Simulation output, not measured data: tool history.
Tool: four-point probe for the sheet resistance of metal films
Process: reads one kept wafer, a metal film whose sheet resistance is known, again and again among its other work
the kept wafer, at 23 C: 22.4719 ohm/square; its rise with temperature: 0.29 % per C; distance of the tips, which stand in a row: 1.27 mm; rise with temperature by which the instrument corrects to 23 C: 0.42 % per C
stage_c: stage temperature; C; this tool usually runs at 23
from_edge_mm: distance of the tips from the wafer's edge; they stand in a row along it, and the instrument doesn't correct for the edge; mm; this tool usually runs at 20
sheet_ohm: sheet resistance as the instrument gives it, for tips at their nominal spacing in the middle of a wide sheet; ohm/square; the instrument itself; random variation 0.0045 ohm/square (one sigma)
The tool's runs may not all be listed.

run   hour  stage_c  from_edge_mm  sheet_ohm
  1      0       23            20  22.577925
  2    6.7       23            20  22.575377
  3   19.8       23            20  22.579832
  4   34.9       23             9  22.761885
  5   50.7       23            20  22.575187
  6     66       23            29  22.548493
  7   74.4       21            29  22.616346
  8   83.5       20            29  22.634998
  9   93.9       20            29  22.645673
 10  103.8       20            29   22.64193
 11  110.8       23            20  22.570965
 12  118.3       23            20    22.5728
 13  127.9       23            20  22.576321
 14    143       20            20  22.667401
 15  151.3       20            20  22.666861
 16  161.7       20            20    22.6702
 17  176.2       20            20  22.667522
 18  190.3       20            20  22.671744
 19  199.1       20            55  22.629913
 20  206.5       23            11  22.696592
 21  221.9       23             6  23.068799
 22  234.6       23             6  23.066311
 23    243       23             6  23.068327
 24  252.7       21            52  22.598494
 25  262.9       21             9  22.833753
 26  270.1       21             9  22.848248
 27  280.3       21             9  22.838108
 28  290.8       21            39  22.614081
 29    306       21            39   22.60936
 30    320       21            39  22.609892
 31  332.2       32             3  24.232075
 32  342.4       27             3  24.377775
 33  357.3       33             6  22.781981
 34    364       18            33  22.714815
 35  375.7       32            33  22.305676
 36  386.7       32            18  22.343668
 37    394       32            18  22.335136
 38  407.2       32            18  22.347224
 39  417.9       32            18  22.343645
 40  429.9       29            70  22.371876
 41  445.6       29            70  22.372273
 42    457       27            17  22.493745
 43  464.2       33             3   24.20628
 44    478       21            31  22.623579

4 options for the next run, each taken on its own from the tool as it stands now. Forecast them:
  A  485.1       19            41          ?
  B  485.1       19            12          ?
  C  485.1       32             9          ?
  D  485.1       20            16          ?

run  sheet_ohm
  A  22.677294
  B  22.805036
  C  22.523724
  D  22.713215
The same runs, with their run-to-run variation unchanged, on a tool lacking any hidden condition would have given:
run  sheet_ohm
  A  22.602507
  B  22.729844
  C  22.450804
  D  22.638425
